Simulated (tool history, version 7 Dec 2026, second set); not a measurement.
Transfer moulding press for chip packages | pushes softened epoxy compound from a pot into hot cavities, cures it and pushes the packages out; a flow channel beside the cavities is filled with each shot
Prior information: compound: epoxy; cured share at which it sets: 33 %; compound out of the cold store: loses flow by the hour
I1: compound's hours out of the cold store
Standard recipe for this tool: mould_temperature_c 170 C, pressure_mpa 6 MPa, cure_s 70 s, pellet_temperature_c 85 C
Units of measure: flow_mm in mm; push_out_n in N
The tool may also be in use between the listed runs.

{"run": 1, "hour": 0.0, "mould_temperature_c": 170, "pressure_mpa": 6, "cure_s": 70, "pellet_temperature_c": 85, "I1": 15.7, "flow_mm": 490, "push_out_n": 930}
{"run": 2, "hour": 15.0, "mould_temperature_c": 170, "pressure_mpa": 6, "cure_s": 70, "pellet_temperature_c": 85, "I1": 39.1, "flow_mm": 455, "push_out_n": 930}
{"hour": 23.8, "done": "cavities cleaned with cleaning compound and waxed"}
{"run": 3, "hour": 32.0, "mould_temperature_c": 170, "pressure_mpa": 6, "cure_s": 70, "pellet_temperature_c": 85, "I1": 26.8, "flow_mm": 474, "push_out_n": 744}
{"run": 4, "hour": 40.1, "mould_temperature_c": 170, "pressure_mpa": 6, "cure_s": 70, "pellet_temperature_c": 85, "I1": 18.5, "flow_mm": 484, "push_out_n": 869}
{"run": 5, "hour": 56.0, "mould_temperature_c": 170, "pressure_mpa": 6, "cure_s": 70, "pellet_temperature_c": 85, "I1": 42.3, "flow_mm": 447, "push_out_n": 912}
{"run": 6, "hour": 62.9, "mould_temperature_c": 170, "pressure_mpa": 6, "cure_s": 70, "pellet_temperature_c": 85, "I1": 42, "flow_mm": 445, "push_out_n": 918}
{"hour": 77.1, "done": "cavities cleaned with cleaning compound and waxed"}
{"run": 7, "hour": 80.1, "mould_temperature_c": 170, "pressure_mpa": 6, "cure_s": 61, "pellet_temperature_c": 85, "I1": 33.9, "flow_mm": 454, "push_out_n": 938}
{"run": 8, "hour": 90.4, "mould_temperature_c": 170, "pressure_mpa": 6, "cure_s": 61, "pellet_temperature_c": 85, "I1": 38.3, "flow_mm": 444, "push_out_n": 1113}
{"run": 9, "hour": 101.9, "mould_temperature_c": 170, "pressure_mpa": 6, "cure_s": 61, "pellet_temperature_c": 85, "I1": 24.5, "flow_mm": 461, "push_out_n": 1236}
{"hour": 107.1, "done": "plunger's sealing rings changed"}
{"run": 10, "hour": 114.2, "mould_temperature_c": 170, "pressure_mpa": 6, "cure_s": 61, "pellet_temperature_c": 85, "I1": 38.4, "flow_mm": 483, "push_out_n": 1331}
{"run": 11, "hour": 126.4, "mould_temperature_c": 170, "pressure_mpa": 6, "cure_s": 61, "pellet_temperature_c": 85, "I1": 22.6, "flow_mm": 502, "push_out_n": 1413}
{"hour": 130.9, "done": "mould's thermocouples calibrated"}
{"hour": 134.7, "done": "cavities cleaned with cleaning compound and waxed"}
{"run": 12, "hour": 136.5, "mould_temperature_c": 170, "pressure_mpa": 6, "cure_s": 61, "pellet_temperature_c": 85, "I1": 31.3, "flow_mm": 491, "push_out_n": 929}
{"run": 13, "hour": 149.9, "mould_temperature_c": 170, "pressure_mpa": 6, "cure_s": 70, "pellet_temperature_c": 91, "I1": 32, "flow_mm": 488, "push_out_n": 804}
{"run": 14, "hour": 160.6, "mould_temperature_c": 170, "pressure_mpa": 6, "cure_s": 70, "pellet_temperature_c": 91, "I1": 20.8, "flow_mm": 507, "push_out_n": 904}
{"run": 15, "hour": 168.0, "mould_temperature_c": 170, "pressure_mpa": 6, "cure_s": 70, "pellet_temperature_c": 91, "I1": 20.8, "flow_mm": 506, "push_out_n": 932}
{"run": 16, "hour": 183.6, "mould_temperature_c": 166, "pressure_mpa": 5.21, "cure_s": 57, "pellet_temperature_c": 92, "I1": 43.1, "flow_mm": 446, "push_out_n": 1953}
{"hour": 187.7, "done": "cavities cleaned with cleaning compound and waxed"}
{"run": 17, "hour": 193.7, "mould_temperature_c": 166, "pressure_mpa": 5.21, "cure_s": 109, "pellet_temperature_c": 78, "I1": 37.2, "flow_mm": 456, "push_out_n": 427}
{"run": 18, "hour": 207.2, "mould_temperature_c": 170, "pressure_mpa": 6, "cure_s": 61, "pellet_temperature_c": 88, "I1": 27, "flow_mm": 495, "push_out_n": 1273}
{"run": 19, "hour": 221.2, "mould_temperature_c": 174, "pressure_mpa": 7.49, "cure_s": 93, "pellet_temperature_c": 89, "I1": 22.1, "flow_mm": 541, "push_out_n": 550}
{"run": 20, "hour": 236.4, "mould_temperature_c": 170, "pressure_mpa": 5.95, "cure_s": 70, "pellet_temperature_c": 78, "I1": 38.5, "flow_mm": 464, "push_out_n": 1011}
{"hour": 240.2, "done": "cavities cleaned with cleaning compound and waxed"}
{"run": 21, "hour": 246.6, "mould_temperature_c": 166, "pressure_mpa": 6.25, "cure_s": 52, "pellet_temperature_c": 81, "I1": 27.9, "flow_mm": 498, "push_out_n": 1819}
{"run": 22, "hour": 260.7, "mould_temperature_c": 166, "pressure_mpa": 6.25, "cure_s": 52, "pellet_temperature_c": 81, "I1": 45.7, "flow_mm": 469, "push_out_n": 2189}
{"run": 23, "hour": 276.5, "mould_temperature_c": 178, "pressure_mpa": 5.59, "cure_s": 52, "pellet_temperature_c": 81, "I1": 13.1, "flow_mm": 472, "push_out_n": 1427}
{"run": 24, "hour": 287.7, "mould_temperature_c": 177, "pressure_mpa": 5.24, "cure_s": 77, "pellet_temperature_c": 81, "I1": 40.3, "flow_mm": 420, "push_out_n": 613}
{"hour": 293.3, "done": "cavities cleaned with cleaning compound and waxed"}
{"run": 25, "hour": 303.6, "mould_temperature_c": 177, "pressure_mpa": 5.22, "cure_s": 103, "pellet_temperature_c": 81, "I1": 33.7, "flow_mm": 437, "push_out_n": 437}
{"run": 26, "hour": 311.0, "mould_temperature_c": 171, "pressure_mpa": 5.07, "cure_s": 70, "pellet_temperature_c": 85, "I1": 17.3, "flow_mm": 453, "push_out_n": 814}
{"run": 27, "hour": 326.6, "mould_temperature_c": 171, "pressure_mpa": 6, "cure_s": 70, "pellet_temperature_c": 87, "I1": 11.1, "flow_mm": 496, "push_out_n": 928}
{"run": 28, "hour": 333.4, "mould_temperature_c": 167, "pressure_mpa": 5.51, "cure_s": 89, "pellet_temperature_c": 85, "I1": 16.5, "flow_mm": 464, "push_out_n": 687}

Pick out some run-to-run changes in flow_mm. Of each, how much would a tool without hidden state show as well, from the settings, what came in and chance, and how much is left for the hidden state and any gauge scatter not in both results compared?
What the log doesn't record here: true mould temperature over the reading, C; pressure that reaches the compound, % of what is set; grip of the stained cavities, % over clean ones'; drift of the gauge itself on flow_mm, %; drift of the gauge itself on push_out_n, %.
Run 9 -> 10: plunger's sealing rings changed. flow_mm +22 mm: hidden state +38, all else -16.
Run 15 -> 16: mould_temperature_c 170 -> 166, pressure_mpa 6 -> 5.21, cure_s 70 -> 57, pellet_temperature_c 91 -> 92. flow_mm -60 mm: hidden state -1, all else -59.
Run 19 -> 20: mould_temperature_c 174 -> 170, pressure_mpa 7.49 -> 5.95, cure_s 93 -> 70, pellet_temperature_c 89 -> 78. flow_mm -77 mm: hidden state +0, all else -77.
Run 26 -> 27: pressure_mpa 5.07 -> 6, pellet_temperature_c 85 -> 87. flow_mm +43 mm: hidden state -5, all else +48.

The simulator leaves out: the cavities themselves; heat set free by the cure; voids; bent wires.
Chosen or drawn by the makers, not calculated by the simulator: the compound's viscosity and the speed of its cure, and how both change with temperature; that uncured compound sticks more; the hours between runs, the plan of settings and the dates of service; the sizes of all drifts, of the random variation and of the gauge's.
